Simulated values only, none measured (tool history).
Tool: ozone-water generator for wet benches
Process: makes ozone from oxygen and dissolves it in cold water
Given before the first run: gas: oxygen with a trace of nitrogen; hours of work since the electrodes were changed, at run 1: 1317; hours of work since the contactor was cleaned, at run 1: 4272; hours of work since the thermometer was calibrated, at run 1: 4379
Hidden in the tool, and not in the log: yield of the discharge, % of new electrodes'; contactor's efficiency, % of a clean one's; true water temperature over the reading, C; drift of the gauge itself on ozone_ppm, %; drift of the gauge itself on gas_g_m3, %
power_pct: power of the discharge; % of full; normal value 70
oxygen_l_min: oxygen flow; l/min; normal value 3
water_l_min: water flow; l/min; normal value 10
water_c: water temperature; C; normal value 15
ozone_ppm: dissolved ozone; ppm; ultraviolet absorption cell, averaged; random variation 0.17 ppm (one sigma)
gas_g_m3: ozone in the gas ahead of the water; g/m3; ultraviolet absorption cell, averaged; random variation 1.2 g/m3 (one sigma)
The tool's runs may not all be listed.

run,hour,power_pct,oxygen_l_min,water_l_min,water_c,hours of work since the electrodes were changed,hours of work since the contactor was cleaned,hours of work since the thermometer was calibrated,ozone_ppm,gas_g_m3
1,0,70,3,10,15,1317,4272,4379,22.6,213.4
2,70.7,70,3,10,15,1384,4339,4446,22.3,215.1
3,147.7,70,3,10,15,1458,4413,4520,22.4,213.6
4,193.3,92,3,10,15,1501,4456,4563,27.6,262.1
5,273.9,92,3,10,15,1578,4533,4640,27.4,263.9
6,312.3,77,3,10,15,1614,4569,4676,23.7,229.6
7,392.1,77,3,10,15,1690,4645,4752,23.5,228.9
8,439.7,77,3,10,15,1735,4691,4797,23.8,227.1
9,487.4,77,3,10,15,1781,4736,4843,23.4,229
10,530.8,77,3,10,15,1822,4777,4884,23.4,227.7
11,601.8,77,3,10,15,1890,4845,4952,23.3,225.2
12,676.4,77,3,10,15,1961,4916,5023,23.8,226.4
13,750.1,77,1.58,8,15,2031,4986,5093,24.8,283
14,797,42,4.2,8,15,2075,5030,5137,18.6,127.9

Below are 4 alternative next runs, each starting from the tool's condition after run 14. Predict each:
A,874.7,70,2.74,10,20,2149,5104,5211,?,?
B,874.7,76,4.2,14,16,2149,5104,5211,?,?
C,874.7,57,4.2,14,15,2149,5104,5211,?,?
D,874.7,42,4.2,14,15,2149,5104,5211,?,?

run,ozone_ppm,gas_g_m3
A,19.8,215.4
B,17.4,200.9
C,14.4,159.1
D,11.2,127.6
With no hidden state in the tool, these same runs would have given:
run,ozone_ppm,gas_g_m3
A,21.7,228.3
B,19.2,213.7
C,15.7,167.1
D,12.1,132.1
